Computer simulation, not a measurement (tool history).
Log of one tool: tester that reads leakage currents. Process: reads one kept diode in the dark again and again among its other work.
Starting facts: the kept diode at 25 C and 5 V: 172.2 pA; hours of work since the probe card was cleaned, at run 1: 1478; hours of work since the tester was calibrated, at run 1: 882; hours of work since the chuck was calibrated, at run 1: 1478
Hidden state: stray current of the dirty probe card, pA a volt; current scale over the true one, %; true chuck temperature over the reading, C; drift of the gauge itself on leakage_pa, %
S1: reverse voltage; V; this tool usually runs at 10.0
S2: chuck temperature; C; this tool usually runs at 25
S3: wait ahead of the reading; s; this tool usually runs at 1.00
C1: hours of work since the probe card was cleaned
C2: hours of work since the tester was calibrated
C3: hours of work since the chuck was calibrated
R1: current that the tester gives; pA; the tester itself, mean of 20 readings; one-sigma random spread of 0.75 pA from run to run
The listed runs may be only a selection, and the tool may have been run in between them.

run 1 day=0.000 | S1=10.0 S2=25 S3=1.00 | C1=1478 C2=882 C3=1478 | R1=281.95
run 2 day=1.092 | S1=10.0 S2=25 S3=1.00 | C1=1499 C2=903 C3=1499 | R1=283.92
run 3 day=2.221 | S1=10.0 S2=25 S3=1.00 | C1=1520 C2=924 C3=1520 | R1=283.38
run 4 day=3.000 | S1=10.0 S2=25 S3=1.00 | C1=1534 C2=938 C3=1534 | R1=284.57
run 5 day=4.267 | S1=10.0 S2=25 S3=1.00 | C1=1558 C2=962 C3=1558 | R1=284.31
run 6 day=4.900 | S1=10.0 S2=25 S3=1.00 | C1=1570 C2=974 C3=1570 | R1=284.24
run 7 day=6.021 | S1=9.4 S2=25 S3=1.00 | C1=1591 C2=995 C3=1591 | R1=274.85
run 8 day=6.942 | S1=10.0 S2=25 S3=1.04 | C1=1608 C2=1012 C3=1608 | R1=285.92
run 9 day=8.158 | S1=10.0 S2=25 S3=0.69 | C1=1631 C2=1035 C3=1631 | R1=286.78
run 10 day=9.258 | S1=10.0 S2=25 S3=0.69 | C1=1651 C2=1055 C3=1651 | R1=287.34
run 11 day=10.225 | S1=2.7 S2=25 S3=1.00 | C1=1669 C2=1073 C3=1669 | R1=142.33
run 12 day=11.367 | S1=7.1 S2=25 S3=1.00 | C1=1691 C2=1095 C3=1691 | R1=238.35
run 13 day=12.525 | S1=10.0 S2=25 S3=1.00 | C1=1712 C2=1116 C3=1712 | R1=287.14
run 14 day=13.717 | S1=10.0 S2=25 S3=1.00 | C1=1735 C2=1138 C3=1735 | R1=287.07
run 15 day=15.188 | S1=10.0 S2=25 S3=1.00 | C1=1762 C2=1166 C3=1762 | R1=288.50
run 16 day=15.821 | S1=10.0 S2=25 S3=1.00 | C1=1774 C2=1178 C3=1774 | R1=288.32
run 17 day=17.096 | S1=10.0 S2=25 S3=1.00 | C1=1798 C2=1202 C3=1798 | R1=288.10
run 18 day=18.529 | S1=10.0 S2=25 S3=1.00 | C1=1824 C2=1228 C3=1824 | R1=291.19
run 19 day=19.688 | S1=10.0 S2=25 S3=1.00 | C1=1846 C2=1250 C3=1846 | R1=290.41
run 20 day=20.975 | S1=10.0 S2=42 S3=1.00 | C1=1870 C2=1274 C3=1870 | R1=1326.72
run 21 day=22.392 | S1=10.0 S2=42 S3=1.00 | C1=1896 C2=1300 C3=1896 | R1=1317.35
run 22 day=23.204 | S1=10.0 S2=42 S3=1.00 | C1=1912 C2=1316 C3=1912 | R1=1324.24
run 23 day=24.362 | S1=8.9 S2=30 S3=6.09 | C1=1933 C2=1337 C3=1933 | R1=433.31
run 24 day=25.588 | S1=8.9 S2=57 S3=6.09 | C1=1956 C2=1360 C3=1956 | R1=4214.90
run 25 day=26.329 | S1=8.9 S2=57 S3=6.09 | C1=1970 C2=1374 C3=1970 | R1=4201.08
run 26 day=27.604 | S1=8.9 S2=57 S3=6.09 | C1=1994 C2=1398 C3=1994 | R1=4219.07
run 27 day=28.350 | S1=1.3 S2=25 S3=0.69 | C1=2008 C2=1412 C3=2008 | R1=98.22
run 28 day=29.442 | S1=1.5 S2=25 S3=8.50 | C1=2028 C2=1432 C3=2028 | R1=106.11
run 29 day=30.838 | S1=1.5 S2=25 S3=8.50 | C1=2054 C2=1458 C3=2054 | R1=106.25
run 30 day=31.517 | S1=1.5 S2=25 S3=8.50 | C1=2067 C2=1471 C3=2067 | R1=106.13
run 31 day=32.400 | S1=1.5 S2=25 S3=8.50 | C1=2083 C2=1487 C3=2083 | R1=105.95
run 32 day=33.604 | S1=10.0 S2=42 S3=3.90 | C1=2106 C2=1510 C3=2106 | R1=1338.74
run 33 day=34.375 | S1=1.1 S2=33 S3=1.34 | C1=2120 C2=1524 C3=2120 | R1=189.43
run 34 day=35.138 | S1=1.0 S2=25 S3=0.65 | C1=2135 C2=1538 C3=2135 | R1=86.30
run 35 day=36.271 | S1=11.8 S2=22 S3=6.95 | C1=2156 C2=1560 C3=2156 | R1=242.68
run 36 day=37.050 | S1=14.6 S2=22 S3=1.00 | C1=2170 C2=1574 C3=2170 | R1=275.10
run 37 day=38.467 | S1=2.1 S2=33 S3=2.03 | C1=2197 C2=1601 C3=2197 | R1=268.60
run 38 day=39.612 | S1=2.1 S2=25 S3=6.05 | C1=2218 C2=1622 C3=2218 | R1=128.71
run 39 day=40.608 | S1=14.5 S2=25 S3=3.96 | C1=2237 C2=1641 C3=2237 | R1=362.61
run 40 day=41.917 | S1=15.7 S2=34 S3=0.66 | C1=2261 C2=1665 C3=2261 | R1=863.86

3 options for the next run, each taken on its own from the tool as it stands now. Forecast them:
run A day=42.996 | S1=3.1 S2=34 S3=2.69 | C1=2281 C2=1685 C3=2281 | R1=?
run B day=42.996 | S1=15.7 S2=54 S3=3.07 | C1=2281 C2=1685 C3=2281 | R1=?
run C day=42.996 | S1=5.0 S2=34 S3=0.66 | C1=2281 C2=1685 C3=2281 | R1=?

run=A R1=363.54
run=B R1=4616.64
run=C R1=465.72
Without the tool's unlogged condition, the same runs would have read:
run=A R1=309.59
run=B R1=4010.12
run=C R1=396.45
